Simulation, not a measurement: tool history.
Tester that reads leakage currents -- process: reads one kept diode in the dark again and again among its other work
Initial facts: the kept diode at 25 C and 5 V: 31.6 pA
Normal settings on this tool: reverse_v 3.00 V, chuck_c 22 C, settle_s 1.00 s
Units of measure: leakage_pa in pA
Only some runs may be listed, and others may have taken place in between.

run	hour	reverse_v	chuck_c	settle_s	leakage_pa
1	0.0	3.00	22	1.00	23.52
2	31.2	3.00	22	1.00	23.37
3	62.7	3.00	22	1.00	23.53
4	99.8	2.08	22	1.00	19.49
5	118.0	2.08	22	1.00	19.54
6	146.3	3.00	22	1.00	23.63
7	171.9	3.00	22	1.00	23.59
8	195.3	5.22	22	1.00	31.79
9	225.1	5.22	22	1.00	31.73
10	241.8	3.00	22	4.10	23.02
11	277.5	3.00	22	4.10	23.09
12	316.8	15.15	22	4.10	54.14
13	347.2	3.00	22	1.00	23.86
14	371.1	3.00	41	1.00	86.50
15	400.4	3.00	22	1.00	23.84
16	421.2	3.00	22	1.00	23.85
17	449.6	3.00	22	1.00	24.02
18	472.5	3.00	22	1.00	24.04
# hour 495.7: chuck's temperature calibrated
19	503.6	3.00	22	1.00	20.57
20	520.0	3.00	22	1.00	20.54
21	549.9	3.00	22	1.00	20.64
22	581.0	9.05	22	1.18	37.04
23	618.3	9.05	22	1.18	37.47
24	644.5	9.05	22	1.18	37.25
25	672.8	1.05	22	1.18	11.98
26	694.2	5.31	22	2.48	27.49
27	727.6	1.75	22	2.48	15.38
28	764.8	1.75	22	2.48	15.41
# hour 769.4: tester calibrated
29	791.4	1.75	22	2.48	15.53
30	815.6	6.92	40	2.48	109.17
31	836.8	2.34	39	2.74	58.89
32	871.2	2.34	39	9.41	59.10
33	905.9	2.34	39	9.41	59.05
34	934.8	1.92	23	1.02	17.88
35	953.9	1.66	37	5.75	43.44
# hour 973.3: tester calibrated, once more
36	995.0	1.66	37	5.75	43.47
37	1014.4	18.89	22	1.00	58.71
38	1050.8	4.31	46	8.42	128.91
39	1072.6	4.31	46	8.42	129.28
40	1112.8	6.67	33	8.42	67.85

Some steps in leakage_pa, run to run, broken into two amounts with sign: the step expected even without the hidden condition (settings, incoming material, random variation), and the rest, left for the hidden condition together with whatever gauge scatter is not in both the measured and the hidden-condition-free result:
Hidden state at play: stray current of the dirty probe card, pA a volt; current scale over the true one, %; true chuck temperature over the reading, C; drift of the gauge itself on leakage_pa, %.
Run 11 -> 12: reverse_v 3.00 -> 15.15. leakage_pa +31.05 pA: hidden state +5.24, all else +25.81.
Run 13 -> 14: chuck_c 22 -> 41. leakage_pa +62.64 pA: hidden state +7.30, all else +55.34.
Run 14 -> 15: chuck_c 41 -> 22. leakage_pa -62.66 pA: hidden state -7.23, all else -55.43.
Run 29 -> 30: reverse_v 1.75 -> 6.92, chuck_c 22 -> 40. leakage_pa +93.64 pA: hidden state +1.31, all else +92.33.
Run 37 -> 38: reverse_v 18.89 -> 4.31, chuck_c 22 -> 46, settle_s 1.00 -> 8.42. leakage_pa +70.20 pA: hidden state -0.37, all else +70.57.
